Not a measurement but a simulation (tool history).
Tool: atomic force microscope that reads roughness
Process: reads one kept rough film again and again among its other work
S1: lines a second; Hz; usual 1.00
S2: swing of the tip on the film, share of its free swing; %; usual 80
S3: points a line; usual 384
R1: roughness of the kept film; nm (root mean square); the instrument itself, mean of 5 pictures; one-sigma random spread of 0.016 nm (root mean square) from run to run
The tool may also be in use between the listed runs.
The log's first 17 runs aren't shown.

{"run": 18, "hour": 146.2, "S1": 1.0, "S2": 80, "S3": 453, "R1": 2.952}
{"run": 19, "hour": 152.2, "S1": 1.0, "S2": 80, "S3": 453, "R1": 2.904}
{"run": 20, "hour": 164.8, "S1": 1.0, "S2": 80, "S3": 453, "R1": 2.818}
{"run": 21, "hour": 177.2, "S1": 1.0, "S2": 80, "S3": 453, "R1": 2.729}
{"run": 22, "hour": 185.7, "S1": 1.88, "S2": 63, "S3": 587, "R1": 2.775}
{"run": 23, "hour": 197.3, "S1": 3.02, "S2": 58, "S3": 384, "R1": 2.667}
{"run": 24, "hour": 206.6, "S1": 3.02, "S2": 56, "S3": 943, "R1": 2.659}
{"run": 25, "hour": 214.8, "S1": 0.71, "S2": 80, "S3": 384, "R1": 2.597}
{"run": 26, "hour": 226.3, "S1": 0.71, "S2": 80, "S3": 384, "R1": 2.539}
{"run": 27, "hour": 233.5, "S1": 0.71, "S2": 80, "S3": 384, "R1": 2.513}
{"hour": 235.6, "done": "height scale calibrated on a step standard"}
{"run": 28, "hour": 239.8, "S1": 0.71, "S2": 80, "S3": 384, "R1": 2.486}
{"run": 29, "hour": 247.9, "S1": 0.71, "S2": 80, "S3": 384, "R1": 2.443}
{"run": 30, "hour": 259.6, "S1": 0.97, "S2": 89, "S3": 806, "R1": 2.293}
{"run": 31, "hour": 269.8, "S1": 0.97, "S2": 89, "S3": 806, "R1": 2.269}
{"hour": 275.0, "done": "new tip fitted"}
{"run": 32, "hour": 278.2, "S1": 1.18, "S2": 71, "S3": 287, "R1": 3.681}
{"hour": 287.1, "done": "height scale calibrated on a step standard, once more"}
{"run": 33, "hour": 288.5, "S1": 2.41, "S2": 63, "S3": 320, "R1": 3.569}
{"run": 34, "hour": 297.9, "S1": 1.0, "S2": 64, "S3": 384, "R1": 3.622}
{"run": 35, "hour": 307.1, "S1": 2.46, "S2": 56, "S3": 384, "R1": 3.524}
{"run": 36, "hour": 318.0, "S1": 2.08, "S2": 59, "S3": 465, "R1": 3.422}
{"run": 37, "hour": 324.3, "S1": 1.0, "S2": 63, "S3": 497, "R1": 3.43}
{"run": 38, "hour": 331.0, "S1": 1.17, "S2": 75, "S3": 286, "R1": 3.182}
{"run": 39, "hour": 342.9, "S1": 1.17, "S2": 75, "S3": 286, "R1": 3.108}
{"run": 40, "hour": 351.9, "S1": 1.17, "S2": 75, "S3": 286, "R1": 3.026}

Branching from run 40: 5 alternative next runs. What would each branch give?
{"run": "A", "hour": 362.2, "S1": 3.58, "S2": 75, "S3": 282, "R1": "?"}
{"run": "B", "hour": 362.2, "S1": 1.17, "S2": 75, "S3": 346, "R1": "?"}
{"run": "C", "hour": 362.2, "S1": 0.71, "S2": 76, "S3": 780, "R1": "?"}
{"run": "D", "hour": 362.2, "S1": 1.0, "S2": 58, "S3": 384, "R1": "?"}
{"run": "E", "hour": 362.2, "S1": 2.4, "S2": 68, "S3": 708, "R1": "?"}

run=A R1=2.617
run=B R1=2.987
run=C R1=3.113
run=D R1=3.129
run=E R1=2.975
Without the tool's unlogged condition, the same runs would have read:
run=A R1=3.302
run=B R1=3.767
run=C R1=3.927
run=D R1=3.950
run=E R1=3.753

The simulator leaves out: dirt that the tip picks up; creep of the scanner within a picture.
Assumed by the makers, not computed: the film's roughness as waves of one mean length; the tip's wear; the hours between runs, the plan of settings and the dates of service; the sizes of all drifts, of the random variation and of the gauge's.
